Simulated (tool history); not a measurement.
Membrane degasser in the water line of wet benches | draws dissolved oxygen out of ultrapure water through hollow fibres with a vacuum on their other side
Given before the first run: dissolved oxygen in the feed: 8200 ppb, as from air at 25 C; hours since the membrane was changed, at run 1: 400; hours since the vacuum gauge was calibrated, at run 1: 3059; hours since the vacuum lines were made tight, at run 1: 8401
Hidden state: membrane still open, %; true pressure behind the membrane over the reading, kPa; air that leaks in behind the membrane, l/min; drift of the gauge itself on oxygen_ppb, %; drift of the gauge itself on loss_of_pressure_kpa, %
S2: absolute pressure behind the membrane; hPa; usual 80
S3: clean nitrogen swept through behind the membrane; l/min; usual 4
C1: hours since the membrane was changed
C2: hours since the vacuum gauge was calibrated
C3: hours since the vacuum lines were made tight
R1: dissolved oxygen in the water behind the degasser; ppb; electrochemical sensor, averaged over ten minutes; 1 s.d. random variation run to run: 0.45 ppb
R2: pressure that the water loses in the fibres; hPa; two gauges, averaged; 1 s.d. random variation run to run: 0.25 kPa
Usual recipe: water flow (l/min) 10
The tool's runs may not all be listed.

{"run": 1, "hour": 0.0, "water flow (l/min)": 10, "S2": 80, "S3": 4, "C1": 400, "C2": 3059, "C3": 8401, "R1": 35.1, "R2": 656.3}
{"run": 2, "hour": 134.7, "water flow (l/min)": 10, "S2": 80, "S3": 4, "C1": 535, "C2": 3193, "C3": 8536, "R1": 34.5, "R2": 657.7}
{"run": 3, "hour": 343.0, "water flow (l/min)": 10, "S2": 80, "S3": 4, "C1": 743, "C2": 3402, "C3": 8744, "R1": 35.3, "R2": 656.8}
{"run": 4, "hour": 561.9, "water flow (l/min)": 10, "S2": 80, "S3": 4, "C1": 962, "C2": 3621, "C3": 8963, "R1": 34.2, "R2": 662.4}
{"run": 5, "hour": 742.9, "water flow (l/min)": 10, "S2": 80, "S3": 4, "C1": 1143, "C2": 3802, "C3": 9144, "R1": 35.3, "R2": 659.1}
{"run": 6, "hour": 894.6, "water flow (l/min)": 10, "S2": 80, "S3": 4, "C1": 1295, "C2": 3953, "C3": 9296, "R1": 35.4, "R2": 660.3}
{"run": 7, "hour": 1090.5, "water flow (l/min)": 10, "S2": 80, "S3": 4, "C1": 1490, "C2": 4149, "C3": 9492, "R1": 35.1, "R2": 660.4}
{"hour": 1207.8, "done": "vacuum gauge calibrated"}
{"run": 8, "hour": 1284.5, "water flow (l/min)": 10, "S2": 80, "S3": 4, "C1": 1684, "C2": 77, "C3": 9685, "R1": 33.8, "R2": 661.1}
{"run": 9, "hour": 1436.2, "water flow (l/min)": 10, "S2": 80, "S3": 4, "C1": 1836, "C2": 228, "C3": 9837, "R1": 35, "R2": 660.8}
{"run": 10, "hour": 1539.1, "water flow (l/min)": 10, "S2": 80, "S3": 4, "C1": 1939, "C2": 331, "C3": 9940, "R1": 34.6, "R2": 659.4}
{"run": 11, "hour": 1666.7, "water flow (l/min)": 10, "S2": 80, "S3": 4, "C1": 2066, "C2": 459, "C3": 10067, "R1": 34.9, "R2": 661.6}
{"run": 12, "hour": 1854.0, "water flow (l/min)": 8, "S2": 101.3, "S3": 6.21, "C1": 2253, "C2": 646, "C3": 10255, "R1": 23.9, "R2": 533.6}
{"run": 13, "hour": 2079.6, "water flow (l/min)": 8, "S2": 114.1, "S3": 6.21, "C1": 2479, "C2": 872, "C3": 10480, "R1": 28, "R2": 530.9}
{"run": 14, "hour": 2224.0, "water flow (l/min)": 11, "S2": 57.2, "S3": 8.9, "C1": 2623, "C2": 1016, "C3": 10625, "R1": 14.1, "R2": 731.6}
{"run": 15, "hour": 2390.4, "water flow (l/min)": 10, "S2": 176.8, "S3": 4, "C1": 2790, "C2": 1183, "C3": 10791, "R1": 97.2, "R2": 667.5}
{"run": 16, "hour": 2567.1, "water flow (l/min)": 14, "S2": 80, "S3": 4, "C1": 2967, "C2": 1359, "C3": 10968, "R1": 63.2, "R2": 933.7}
{"run": 17, "hour": 2791.9, "water flow (l/min)": 14, "S2": 80, "S3": 4, "C1": 3191, "C2": 1584, "C3": 11192, "R1": 63.8, "R2": 935.3}
{"run": 18, "hour": 2924.1, "water flow (l/min)": 14, "S2": 80, "S3": 4, "C1": 3323, "C2": 1716, "C3": 11325, "R1": 64.1, "R2": 931.3}
{"run": 19, "hour": 3081.5, "water flow (l/min)": 14, "S2": 80, "S3": 4, "C1": 3481, "C2": 1874, "C3": 11482, "R1": 64.7, "R2": 934.2}
{"run": 20, "hour": 3234.3, "water flow (l/min)": 7, "S2": 52.3, "S3": 3.66, "C1": 3634, "C2": 2027, "C3": 11635, "R1": 10.7, "R2": 470.6}
{"run": 21, "hour": 3332.3, "water flow (l/min)": 9, "S2": 102.4, "S3": 7.17, "C1": 3732, "C2": 2125, "C3": 11733, "R1": 25.2, "R2": 603.4}
{"hour": 3404.3, "done": "seals of the vacuum lines changed"}
{"run": 22, "hour": 3438.2, "water flow (l/min)": 12, "S2": 105.3, "S3": 7.17, "C1": 3836, "C2": 2228, "C3": 34, "R1": 41.2, "R2": 807.7}

How the hidden state differs across the entries between the runs, from the last listed run before each to the first after it:
Between runs 7 and 8: vacuum gauge calibrated (hour 1207.8)
  membrane still open, %: 99.1 -> 99; true pressure behind the membrane over the reading, kPa: 0.13 -> -0.02; air that leaks in behind the membrane, l/min: 0.012 -> 0.0121
  measured value less the no-hidden-state value, R1: +1.9 -> +1 ppb; R2: +5.8 -> +6.6 hPa
Between runs 21 and 22: seals of the vacuum lines changed (hour 3404.3)
  membrane still open, %: 97.8 -> 97.7; air that leaks in behind the membrane, l/min: 0.014 -> 0.0013
  measured value less the no-hidden-state value, R1: +1.3 -> +1.6 ppb; R2: +13.3 -> +18.3 hPa
